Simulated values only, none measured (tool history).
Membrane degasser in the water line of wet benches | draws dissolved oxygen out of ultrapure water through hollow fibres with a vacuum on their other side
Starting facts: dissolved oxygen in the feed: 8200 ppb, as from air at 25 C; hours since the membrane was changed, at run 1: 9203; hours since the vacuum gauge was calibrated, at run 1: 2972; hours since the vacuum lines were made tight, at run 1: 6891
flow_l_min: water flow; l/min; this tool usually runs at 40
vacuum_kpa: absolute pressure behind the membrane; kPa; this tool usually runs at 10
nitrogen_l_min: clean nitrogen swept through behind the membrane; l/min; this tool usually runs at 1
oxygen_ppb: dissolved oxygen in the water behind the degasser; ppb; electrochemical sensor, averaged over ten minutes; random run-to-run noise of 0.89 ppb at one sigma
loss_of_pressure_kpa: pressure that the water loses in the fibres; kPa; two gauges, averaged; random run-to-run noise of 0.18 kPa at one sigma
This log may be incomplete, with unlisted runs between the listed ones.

run    hour  flow_l_min  vacuum_kpa  nitrogen_l_min  hours since the membrane was changed  hours since the vacuum gauge was calibrated  hours since the vacuum lines were made tight  oxygen_ppb  loss_of_pressure_kpa
  1       0          40          10               1                                  9203                                         2972                                          6891       526.9                 31.04
  2   156.2          40          12               1                                  9359                                         3128                                          7047       670.8                 31.29
  3   300.1          40          10            0.41                                  9503                                         3272                                          7191       962.7                 31.12
  4   624.8          40          10            0.41                                  9827                                         3597                                          7515       964.6                 31.23
  5   833.2          30          10               1                                 10036                                         3805                                          7724       415.1                 23.36
  6  1136.3          30          10               1                                 10339                                         4108                                          8027       416.2                 23.18
  7  1328.4          40          10               1                                 10531                                         4300                                          8219       527.8                 31.05
  8  1566.8          26          10               1                                 10770                                         4539                                          8457       368.3                 20.25
  9  1865.8          26          10               1                                 11069                                         4838                                          8757       368.4                 20.42
 10  2019.2          26          10               1                                 11222                                         4991                                          8910       368.7                 20.39
 11  2209.4          26          10               1                                 11412                                         5181                                          9100       368.2                 20.22
 12  2429.9          46          10               1                                 11633                                         5402                                          9321       594.7                 36.07
     2780.2  -- vacuum gauge calibrated
 13  2780.2          46          10               1                                 11982                                            0                                          9670       594.3                 35.72
 14  2977.6          57        19.4            2.42                                 12180                                          197                                          9868       803.3                 44.54
 15    3261          57        19.4            2.42                                 12463                                          481                                         10151       803.4                  44.1
 16  3442.8          57        13.6            1.56                                 12645                                          663                                         10333       757.1                 44.44
 17    3649          57        13.6            1.56                                 12851                                          869                                         10539       756.5                 44.43
 18  3828.8          45         8.5            2.29                                 13031                                         1049                                         10719       245.7                  35.1
 19  3972.4          41          10            0.42                                 13175                                         1192                                         10863       964.8                 31.93
 20  4187.9          41        17.7            2.58                                 13390                                         1408                                         11078         509                 32.03
 21  4496.8          41        20.9             2.7                                 13699                                         1717                                         11387         590                  32.1
 22  4773.6          41        20.9             2.7                                 13976                                         1993                                         11664       587.3                 32.14
 23  5036.9          41        20.9             2.7                                 14239                                         2257                                         11927       586.8                 32.08
 24  5245.4          40         6.4               1                                 14448                                         2465                                         12136       262.3                 31.01
 25  5536.1          40         6.4               1                                 14738                                         2756                                         12426       261.7                 31.21

Branching from run 25: 5 alternative next runs. What would each branch give?
  A  5869.9          40        15.9               1                                 15072                                         3090                                         12760           ?                     ?
  B  5869.9          35          18            0.73                                 15072                                         3090                                         12760           ?                     ?
  C  5869.9          37         6.4               1                                 15072                                         3090                                         12760           ?                     ?
  D  5869.9          59        19.4               1                                 15072                                         3090                                         12760           ?                     ?
  E  5869.9          40         7.3               1                                 15072                                         3090                                         12760           ?                     ?

run  oxygen_ppb  loss_of_pressure_kpa
  A       934.3                 31.22
  B      1211.1                 27.45
  C       243.2                 28.83
  D      1540.5                 46.41
  E       329.9                 31.12
Had the tool no hidden state, the same runs would have come out as:
run  oxygen_ppb  loss_of_pressure_kpa
  A       934.2                  31.2
  B        1211                 27.43
  C       243.1                 28.81
  D      1540.4                 46.38
  E       329.8                 31.09
